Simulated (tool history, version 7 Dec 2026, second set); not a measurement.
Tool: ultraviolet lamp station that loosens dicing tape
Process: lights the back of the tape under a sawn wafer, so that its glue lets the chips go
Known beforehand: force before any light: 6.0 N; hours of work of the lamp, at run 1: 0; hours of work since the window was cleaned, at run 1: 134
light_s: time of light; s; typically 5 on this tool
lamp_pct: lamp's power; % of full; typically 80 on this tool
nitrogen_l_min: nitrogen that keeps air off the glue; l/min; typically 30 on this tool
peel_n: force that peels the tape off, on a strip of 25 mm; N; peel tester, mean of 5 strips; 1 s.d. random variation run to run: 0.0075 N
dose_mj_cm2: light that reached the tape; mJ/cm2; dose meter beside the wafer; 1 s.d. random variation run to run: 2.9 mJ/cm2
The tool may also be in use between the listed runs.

run      day  light_s  lamp_pct  nitrogen_l_min  hours of work of the lamp  hours of work since the window was cleaned  peel_n  dose_mj_cm2
  1        0        5        80              30                          0                                         134   0.313          370
  2    2.542        5        80              30                         45                                         179   0.317          359
  3    5.096        8        80              30                         91                                         225   0.238          538
  4    7.929       10        80              30                        142                                         276   0.245          629
        8.75  -- window cleaned of glue's vapour
  5    9.738       10        80              30                        174                                          18   0.249          573
  6   12.054        5        80              30                        215                                          59   0.468          269
  7     14.3        5        80              30                        256                                          99   0.516          253
  8   17.546        5        80              30                        314                                         157   0.601          236
  9   20.346        5        80              30                        364                                         207   0.655          219
      20.938  -- window cleaned of glue's vapour, once more
 10   23.833        5        80              30                        426                                          52   0.363          322
 11   25.696        5        80              30                        459                                          85   0.388          314
 12   27.388        5        80              30                        489                                         115   0.393          300
 13    29.65        5        80              30                        530                                         156   0.431          285
 14   32.425        5        80              10                        580                                         206   0.898          263
 15   34.925        5        75              30                        624                                         250   0.573          240
      36.921  -- window cleaned of glue's vapour
 16   38.508        5        75              30                        688                                          28   0.482          267
 17   42.425        5        75              30                        758                                          99   0.555          243
      44.479  -- lamp changed
 18   44.479        5        75              30                          0                                         135   0.327          348
 19   46.308        5        75              30                         33                                         167    0.33          342
 20     49.3        5        97              30                         86                                         221   0.274          413
      52.875  -- window cleaned of glue's vapour
 21   53.242        5        97              30                        156                                           7   0.264          459
 22   57.033        4        69              30                        224                                          74   0.577          241
 23   59.642        5        95              30                        271                                         121   0.288          404
 24   63.688        3        63              30                        343                                         194   1.285          149
 25   67.067        3        78              28                        404                                         254   1.067          169
      68.796  -- window cleaned of glue's vapour
 26    68.95        2        94              34                        437                                           3   1.102          156
 27   72.479        3        94              50                        500                                          66   0.505          220
 28   75.579        3        91              41                        556                                         121   0.658          197
 29   79.188        4        82              40                        620                                         186   0.583          223
 30   82.567        8        82              40                        681                                         246   0.269          401
      84.829  -- window cleaned of glue's vapour
 31   85.021        7        84              28                        724                                           3   0.277          414
 32   86.942        7        84              28                        759                                          38   0.298          397
      88.962  -- lamp changed
 33   90.854        5        61              30                         34                                         107   0.441          282
 34   94.933        5        61              30                        107                                         180    0.51          258
 35   96.708        5        61              30                        139                                         212   0.543          243
 36  100.158        5        61              41                        200                                         274   0.549          224

Branching from run 36: 4 alternative next runs. What would each branch give?
     100.796  -- window cleaned of glue's vapour
  A  102.825        5        96              10                        248                                          36       ?            ?
     100.796  -- window cleaned of glue's vapour
  B  102.825        3        89              39                        248                                          36       ?            ?
     100.796  -- window cleaned of glue's vapour
  C  102.825        3        79              41                        248                                          36       ?            ?
     100.796  -- window cleaned of glue's vapour
  D  102.825        6        73              14                        248                                          36       ?            ?

run  peel_n  dose_mj_cm2
  A    0.41          420
  B   0.525          237
  C   0.626          207
  D    0.39          389
What these runs would have given with no unlogged condition in the tool:
run  peel_n  dose_mj_cm2
  A   0.333          487
  B   0.415          275
  C   0.488          241
  D   0.319          451

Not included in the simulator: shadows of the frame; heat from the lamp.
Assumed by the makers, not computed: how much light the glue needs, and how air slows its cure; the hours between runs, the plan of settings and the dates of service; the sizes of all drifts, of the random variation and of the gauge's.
